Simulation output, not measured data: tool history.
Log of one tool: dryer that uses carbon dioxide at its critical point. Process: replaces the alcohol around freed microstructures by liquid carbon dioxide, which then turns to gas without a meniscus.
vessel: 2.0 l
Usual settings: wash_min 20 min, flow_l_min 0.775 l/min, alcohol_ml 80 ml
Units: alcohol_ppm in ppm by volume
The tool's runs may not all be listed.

run   hour  wash_min  flow_l_min  alcohol_ml  alcohol_ppm
  1    0.0        20       0.775          80          101
  2   28.3        20       0.775          80          111
  3   50.5        20       0.665          80          208
  4   75.6        20       0.943          80           61
  5  107.3        20       0.943          80           64
     135.7  -- inlet filter changed
  6  137.6        20       0.943          78           59
  7  161.7        20       0.775          80           82
  8  179.6        16       0.775          80          175
  9  207.0        25       0.775          80           67
 10  241.7        25       0.775          80           54
 11  272.4        20       0.775          21           78
 12  294.0        20       1.014          80           70
 13  327.8        22       1.060          80           64
 14  352.8        20       0.565          45          201
 15  372.1        20       0.673          80          174
 16  401.5        26       0.611          26           81
 17  429.3        26       0.611          26           80
 18  457.0        26       1.161          27           69
 19  489.3        20       0.775          59          120
 20  509.2        20       0.775          59          119
 21  544.4        14       0.899          76          315
 22  573.3        14       0.899          76          318
     600.5  -- inlet filter changed
 23  601.8        27       0.484          76          160
 24  619.0        27       0.484          76          157

Forecast each of these 4 alternatives for the next run:
  A  645.8        20       0.775          62            ?
  B  645.8        27       1.021          44            ?
  C  645.8        27       0.484          46            ?
  D  645.8        16       0.713          66            ?

run  alcohol_ppm
  A          115
  B           76
  C          142
  D          245
Without the tool's hidden state the same runs would have given:
run  alcohol_ppm
  A           29
  B            0
  C           51
  D          144
